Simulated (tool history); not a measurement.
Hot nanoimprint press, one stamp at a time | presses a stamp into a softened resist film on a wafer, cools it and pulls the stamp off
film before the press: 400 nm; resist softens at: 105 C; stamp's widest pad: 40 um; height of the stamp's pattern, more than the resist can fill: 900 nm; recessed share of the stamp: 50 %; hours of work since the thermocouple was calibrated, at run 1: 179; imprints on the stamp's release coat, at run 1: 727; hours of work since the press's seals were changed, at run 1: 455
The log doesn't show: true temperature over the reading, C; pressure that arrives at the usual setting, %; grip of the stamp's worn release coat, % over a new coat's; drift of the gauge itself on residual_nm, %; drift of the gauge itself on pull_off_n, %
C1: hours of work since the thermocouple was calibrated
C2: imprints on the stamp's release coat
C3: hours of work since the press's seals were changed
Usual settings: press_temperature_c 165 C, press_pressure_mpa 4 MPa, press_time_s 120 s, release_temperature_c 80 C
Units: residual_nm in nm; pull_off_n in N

Run 1, hour 0: usual settings; C1 179; C2 727; C3 455. Result: residual_nm 175.5 nm, pull_off_n 243 N.
Run 2, hour 25.2: usual settings; C1 190; C2 793; C3 466. Result: residual_nm 175 nm, pull_off_n 241 N.
Run 3, hour 40.5: usual settings; C1 196; C2 834; C3 472. Result: residual_nm 175.3 nm, pull_off_n 242 N.
Run 4, hour 60.1: usual settings; C1 204; C2 886; C3 481. Result: residual_nm 175.5 nm, pull_off_n 241 N.
Run 5, hour 81.9: usual settings; C1 213; C2 944; C3 490. Result: residual_nm 175.1 nm, pull_off_n 244 N.
Run 6, hour 107.1: usual settings; C1 224; C2 1011; C3 500. Result: residual_nm 174.9 nm, pull_off_n 239 N.
Run 7, hour 126: usual settings but press_pressure_mpa 4.97 MPa; C1 232; C2 1061; C3 508. Result: residual_nm 156.4 nm, pull_off_n 241 N.
Run 8, hour 157.4: usual settings but press_pressure_mpa 4.97 MPa; C1 245; C2 1144; C3 522. Result: residual_nm 156.6 nm, pull_off_n 242 N.
Run 9, hour 177.2: usual settings but press_temperature_c 162 C; C1 254; C2 1197; C3 530. Result: residual_nm 198.9 nm, pull_off_n 240 N.
At hour 190.3: stamp cleaned and given a new release coat.
Run 10, hour 203.5: usual settings but press_temperature_c 162 C; C1 262; C2 35; C3 539. Result: residual_nm 199.3 nm, pull_off_n 236 N.
Run 11, hour 222.9: usual settings but press_temperature_c 162 C; C1 270; C2 87; C3 547. Result: residual_nm 199.3 nm, pull_off_n 237 N.
Run 12, hour 251.1: usual settings but press_pressure_mpa 4.6 MPa; C1 282; C2 162; C3 559. Result: residual_nm 162.2 nm, pull_off_n 244 N.
Run 13, hour 274.5: usual settings but press_pressure_mpa 4.6 MPa; C1 292; C2 224; C3 569. Result: residual_nm 162.4 nm, pull_off_n 241 N.
Run 14, hour 294.6: usual settings but press_pressure_mpa 4.6 MPa, press_time_s 134 s; C1 301; C2 277; C3 577. Result: residual_nm 155.1 nm, pull_off_n 237 N.
At hour 299.4: plate thermocouple calibrated.
Run 15, hour 330.4: usual settings but press_pressure_mpa 4.6 MPa, press_time_s 134 s; C1 13; C2 364; C3 591. Result: residual_nm 155.9 nm, pull_off_n 239 N.

The next listed run, before its measurement:
Run 16, hour 347.9: usual settings but press_pressure_mpa 4.6 MPa, press_time_s 134 s; C1 20; C2 410; C3 598. Result: residual_nm ?, pull_off_n ?.

residual_nm: 155.7 nm
pull_off_n: 238 N
Without the tool's hidden state the same run would have given residual_nm 156.9 nm, pull_off_n 238 N.
